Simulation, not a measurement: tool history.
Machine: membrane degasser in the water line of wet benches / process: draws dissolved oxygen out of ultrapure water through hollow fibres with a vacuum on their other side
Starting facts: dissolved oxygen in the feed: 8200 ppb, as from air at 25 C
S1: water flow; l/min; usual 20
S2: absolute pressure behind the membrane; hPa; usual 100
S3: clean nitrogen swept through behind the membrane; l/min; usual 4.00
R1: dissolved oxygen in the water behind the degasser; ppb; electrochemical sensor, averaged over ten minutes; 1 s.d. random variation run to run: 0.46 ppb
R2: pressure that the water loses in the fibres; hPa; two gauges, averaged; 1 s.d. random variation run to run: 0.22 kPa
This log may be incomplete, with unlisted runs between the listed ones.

run 1 hour=0.0 | S1=20 S2=100 S3=4.00 | R1=95.8 R2=665.0
run 2 hour=169.9 | S1=20 S2=100 S3=4.00 | R1=94.9 R2=666.0
run 3 hour=306.2 | S1=20 S2=100 S3=4.00 | R1=96.8 R2=660.6
run 4 hour=446.9 | S1=20 S2=100 S3=4.00 | R1=96.8 R2=662.1
run 5 hour=538.3 | S1=20 S2=63 S3=4.00 | R1=51.6 R2=663.5
run 6 hour=730.6 | S1=20 S2=63 S3=10.46 | R1=27.5 R2=664.7
run 7 hour=846.8 | S1=20 S2=100 S3=4.00 | R1=96.5 R2=664.7
run 8 hour=1022.0 | S1=20 S2=100 S3=5.08 | R1=79.0 R2=666.7
run 9 hour=1143.7 | S1=20 S2=100 S3=5.08 | R1=79.1 R2=666.1
run 10 hour=1353.4 | S1=20 S2=100 S3=5.08 | R1=80.2 R2=667.6
run 11 hour=1510.2 | S1=24 S2=136 S3=3.65 | R1=185.9 R2=800.1
run 12 hour=1649.4 | S1=21 S2=130 S3=10.13 | R1=66.0 R2=698.6
run 13 hour=1747.9 | S1=13 S2=100 S3=3.62 | R1=65.3 R2=433.8
-- hour=1764.8 vacuum gauge calibrated
run 14 hour=1840.6 | S1=13 S2=100 S3=3.62 | R1=64.9 R2=432.6
run 15 hour=2027.1 | S1=18 S2=70 S3=3.95 | R1=54.3 R2=599.9
run 16 hour=2191.2 | S1=18 S2=70 S3=3.95 | R1=54.1 R2=599.2
run 17 hour=2380.6 | S1=18 S2=70 S3=3.95 | R1=53.8 R2=600.4

Run 18 comes next. What will it give?
-- hour=2537.2 vacuum gauge calibrated, once more
run 18 hour=2581.8 | S1=18 S2=70 S3=3.95 | R1=? R2=?

Logged for run 18: R1 51.4 ppb, R2 602.6 hPa.
Take away the tool's hidden state, keep the run-to-run variation as it was, and the same run would have given R1 50.4 ppb, R2 594.9 hPa.
